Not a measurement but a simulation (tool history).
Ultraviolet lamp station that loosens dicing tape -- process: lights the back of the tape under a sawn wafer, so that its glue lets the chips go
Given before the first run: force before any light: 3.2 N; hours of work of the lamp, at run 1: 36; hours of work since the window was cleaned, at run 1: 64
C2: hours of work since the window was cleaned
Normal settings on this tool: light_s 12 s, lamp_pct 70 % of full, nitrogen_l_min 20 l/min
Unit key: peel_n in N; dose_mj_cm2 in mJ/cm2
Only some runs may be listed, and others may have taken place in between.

{"run": 1, "hour": 0.0, "light_s": 12, "lamp_pct": 70, "nitrogen_l_min": 20, "hours of work of the lamp": 36, "C2": 64, "peel_n": 0.499, "dose_mj_cm2": 382}
{"run": 2, "hour": 14.1, "light_s": 12, "lamp_pct": 70, "nitrogen_l_min": 20, "hours of work of the lamp": 46, "C2": 74, "peel_n": 0.504, "dose_mj_cm2": 373}
{"run": 3, "hour": 23.8, "light_s": 12, "lamp_pct": 70, "nitrogen_l_min": 20, "hours of work of the lamp": 53, "C2": 80, "peel_n": 0.522, "dose_mj_cm2": 379}
{"run": 4, "hour": 34.3, "light_s": 12, "lamp_pct": 85, "nitrogen_l_min": 20, "hours of work of the lamp": 60, "C2": 88, "peel_n": 0.37, "dose_mj_cm2": 459}
{"run": 5, "hour": 42.5, "light_s": 12, "lamp_pct": 85, "nitrogen_l_min": 20, "hours of work of the lamp": 66, "C2": 93, "peel_n": 0.358, "dose_mj_cm2": 453}
{"run": 6, "hour": 57.5, "light_s": 12, "lamp_pct": 85, "nitrogen_l_min": 20, "hours of work of the lamp": 76, "C2": 104, "peel_n": 0.355, "dose_mj_cm2": 449}
{"run": 7, "hour": 72.4, "light_s": 12, "lamp_pct": 85, "nitrogen_l_min": 20, "hours of work of the lamp": 87, "C2": 114, "peel_n": 0.375, "dose_mj_cm2": 451}
{"run": 8, "hour": 80.8, "light_s": 12, "lamp_pct": 85, "nitrogen_l_min": 20, "hours of work of the lamp": 92, "C2": 120, "peel_n": 0.385, "dose_mj_cm2": 449}
{"run": 9, "hour": 87.4, "light_s": 12, "lamp_pct": 85, "nitrogen_l_min": 20, "hours of work of the lamp": 97, "C2": 125, "peel_n": 0.376, "dose_mj_cm2": 450}
{"run": 10, "hour": 102.3, "light_s": 16, "lamp_pct": 85, "nitrogen_l_min": 20, "hours of work of the lamp": 107, "C2": 135, "peel_n": 0.227, "dose_mj_cm2": 596}
{"run": 11, "hour": 115.5, "light_s": 16, "lamp_pct": 85, "nitrogen_l_min": 18, "hours of work of the lamp": 117, "C2": 144, "peel_n": 0.237, "dose_mj_cm2": 600}
{"run": 12, "hour": 125.2, "light_s": 6, "lamp_pct": 70, "nitrogen_l_min": 20, "hours of work of the lamp": 123, "C2": 151, "peel_n": 1.32, "dose_mj_cm2": 182}
{"run": 13, "hour": 138.6, "light_s": 6, "lamp_pct": 70, "nitrogen_l_min": 20, "hours of work of the lamp": 133, "C2": 160, "peel_n": 1.221, "dose_mj_cm2": 179}
{"run": 14, "hour": 148.7, "light_s": 6, "lamp_pct": 88, "nitrogen_l_min": 20, "hours of work of the lamp": 140, "C2": 167, "peel_n": 1.051, "dose_mj_cm2": 233}
{"run": 15, "hour": 156.5, "light_s": 6, "lamp_pct": 61, "nitrogen_l_min": 20, "hours of work of the lamp": 145, "C2": 173, "peel_n": 1.482, "dose_mj_cm2": 156}
{"run": 16, "hour": 168.5, "light_s": 7, "lamp_pct": 70, "nitrogen_l_min": 20, "hours of work of the lamp": 153, "C2": 181, "peel_n": 1.085, "dose_mj_cm2": 209}
{"run": 17, "hour": 180.9, "light_s": 7, "lamp_pct": 70, "nitrogen_l_min": 20, "hours of work of the lamp": 162, "C2": 190, "peel_n": 1.092, "dose_mj_cm2": 210}
{"run": 18, "hour": 195.2, "light_s": 20, "lamp_pct": 98, "nitrogen_l_min": 20, "hours of work of the lamp": 172, "C2": 200, "peel_n": 0.112, "dose_mj_cm2": 838}
{"run": 19, "hour": 205.7, "light_s": 12, "lamp_pct": 96, "nitrogen_l_min": 20, "hours of work of the lamp": 179, "C2": 207, "peel_n": 0.309, "dose_mj_cm2": 488}
{"run": 20, "hour": 212.1, "light_s": 12, "lamp_pct": 96, "nitrogen_l_min": 10, "hours of work of the lamp": 184, "C2": 211, "peel_n": 0.542, "dose_mj_cm2": 494}
{"run": 21, "hour": 222.8, "light_s": 12, "lamp_pct": 94, "nitrogen_l_min": 12, "hours of work of the lamp": 191, "C2": 219, "peel_n": 0.453, "dose_mj_cm2": 480}
{"run": 22, "hour": 229.5, "light_s": 12, "lamp_pct": 94, "nitrogen_l_min": 12, "hours of work of the lamp": 196, "C2": 224, "peel_n": 0.495, "dose_mj_cm2": 477}
{"run": 23, "hour": 240.8, "light_s": 6, "lamp_pct": 96, "nitrogen_l_min": 22, "hours of work of the lamp": 204, "C2": 231, "peel_n": 0.911, "dose_mj_cm2": 244}
{"run": 24, "hour": 250.0, "light_s": 6, "lamp_pct": 96, "nitrogen_l_min": 22, "hours of work of the lamp": 210, "C2": 238, "peel_n": 0.91, "dose_mj_cm2": 235}
{"run": 25, "hour": 256.7, "light_s": 6, "lamp_pct": 96, "nitrogen_l_min": 22, "hours of work of the lamp": 215, "C2": 242, "peel_n": 0.932, "dose_mj_cm2": 238}
{"run": 26, "hour": 266.8, "light_s": 12, "lamp_pct": 84, "nitrogen_l_min": 8, "hours of work of the lamp": 222, "C2": 249, "peel_n": 0.744, "dose_mj_cm2": 419}
{"run": 27, "hour": 277.9, "light_s": 7, "lamp_pct": 97, "nitrogen_l_min": 16, "hours of work of the lamp": 229, "C2": 257, "peel_n": 0.885, "dose_mj_cm2": 280}
{"run": 28, "hour": 292.5, "light_s": 7, "lamp_pct": 97, "nitrogen_l_min": 16, "hours of work of the lamp": 240, "C2": 267, "peel_n": 0.871, "dose_mj_cm2": 279}
{"run": 29, "hour": 304.7, "light_s": 7, "lamp_pct": 85, "nitrogen_l_min": 16, "hours of work of the lamp": 248, "C2": 276, "peel_n": 1.043, "dose_mj_cm2": 244}

5 options for the next run, each taken on its own from the tool as it stands now. Forecast them:
{"run": "A", "hour": 316.7, "light_s": 11, "lamp_pct": 70, "nitrogen_l_min": 20, "hours of work of the lamp": 256, "C2": 284, "peel_n": "?", "dose_mj_cm2": "?"}
{"run": "B", "hour": 316.7, "light_s": 7, "lamp_pct": 72, "nitrogen_l_min": 26, "hours of work of the lamp": 256, "C2": 284, "peel_n": "?", "dose_mj_cm2": "?"}
{"run": "C", "hour": 316.7, "light_s": 12, "lamp_pct": 99, "nitrogen_l_min": 20, "hours of work of the lamp": 256, "C2": 284, "peel_n": "?", "dose_mj_cm2": "?"}
{"run": "D", "hour": 316.7, "light_s": 11, "lamp_pct": 89, "nitrogen_l_min": 24, "hours of work of the lamp": 256, "C2": 284, "peel_n": "?", "dose_mj_cm2": "?"}
{"run": "E", "hour": 316.7, "light_s": 13, "lamp_pct": 70, "nitrogen_l_min": 20, "hours of work of the lamp": 256, "C2": 284, "peel_n": "?", "dose_mj_cm2": "?"}

run=A peel_n=0.668 dose_mj_cm2=313
run=B peel_n=1.061 dose_mj_cm2=205
run=C peel_n=0.33 dose_mj_cm2=487
run=D peel_n=0.415 dose_mj_cm2=401
run=E peel_n=0.529 dose_mj_cm2=378
Take away the tool's hidden state, keep each run's random variation, and the runs would have read:
run=A peel_n=0.543 dose_mj_cm2=358
run=B peel_n=0.908 dose_mj_cm2=234
run=C peel_n=0.255 dose_mj_cm2=556
run=D peel_n=0.324 dose_mj_cm2=457
run=E peel_n=0.422 dose_mj_cm2=431
